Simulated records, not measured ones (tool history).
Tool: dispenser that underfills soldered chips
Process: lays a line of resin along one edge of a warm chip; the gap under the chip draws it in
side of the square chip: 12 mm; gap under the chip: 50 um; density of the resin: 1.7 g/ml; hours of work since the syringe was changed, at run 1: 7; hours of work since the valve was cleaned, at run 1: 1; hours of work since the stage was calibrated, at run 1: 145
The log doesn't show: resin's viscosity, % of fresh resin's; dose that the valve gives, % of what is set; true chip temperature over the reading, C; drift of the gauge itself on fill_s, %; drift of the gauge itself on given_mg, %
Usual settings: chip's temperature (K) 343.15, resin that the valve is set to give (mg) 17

run,day,chip's temperature (K),resin that the valve is set to give (mg),hours of work since the syringe was changed,hours of work since the valve was cleaned,hours of work since the stage was calibrated,time until the resin shows at the far edge (s),resin that the valve gave (mg)
1,0,343.15,17,7,1,145,154.7,17.03
2,0.258,343.15,20.8,11,5,149,192.4,20.78
# day 0.354: new syringe of resin
3,0.462,343.15,20.8,2,8,152,103.8,20.61
4,0.6,343.15,20.8,4,10,154,115.3,20.75
5,0.829,343.15,20.8,7,13,157,146.4,20.65
6,1.079,343.15,21.8,11,17,161,186.4,21.68
# day 1.188: new syringe of resin
7,1.333,343.15,21.8,2,20,164,104.3,21.58
8,1.579,343.15,21.8,6,24,168,135.8,21.37
9,1.808,343.15,21.8,9,27,171,168.4,21.2
# day 2.004: new syringe of resin
10,2.004,343.15,21.8,0,30,174,92.1,21.44
11,2.133,342.15,17,2,32,176,112.6,16.62
12,2.371,342.15,17,5,35,179,144.4,16.56
13,2.479,342.15,17,7,37,181,163,16.6
14,2.683,342.15,17,10,40,184,199.3,16.52
# day 2.821: new syringe of resin
15,2.821,342.15,17,0,42,186,98.4,16.52
16,2.954,337.15,17,2,44,188,132.5,16.61
17,3.071,343.15,17,4,46,190,123.4,16.52
18,3.271,339.15,17,7,49,193,171.2,16.34
19,3.458,339.15,17.5,9,51,195,205.6,16.89
20,3.621,328.15,16.4,12,54,198,367,15.9
# day 3.654: new syringe of resin
21,3.838,348.15,14.7,3,57,201,104.1,14.3
22,3.996,342.15,18.9,5,59,203,136.1,18.18
23,4.254,342.15,18.9,9,63,207,176.3,18.1
# day 4.471: new syringe of resin
24,4.512,328.15,15.4,1,67,210,180.1,14.69
25,4.662,348.15,16.8,3,69,213,99.8,16.01
26,4.85,340.15,15.7,6,71,215,162.7,14.9
27,5.092,340.15,15.7,9,75,219,205.3,14.84

Run 28 comes next. What will it give?
28,5.204,347.15,21.9,11,77,221,?,?

Run 28 gave time until the resin shows at the far edge (s) 171.7, resin that the valve gave (mg) 20.9.
Without the tool's hidden state the same run would have given time until the resin shows at the far edge (s) 77.7, resin that the valve gave (mg) 21.98.
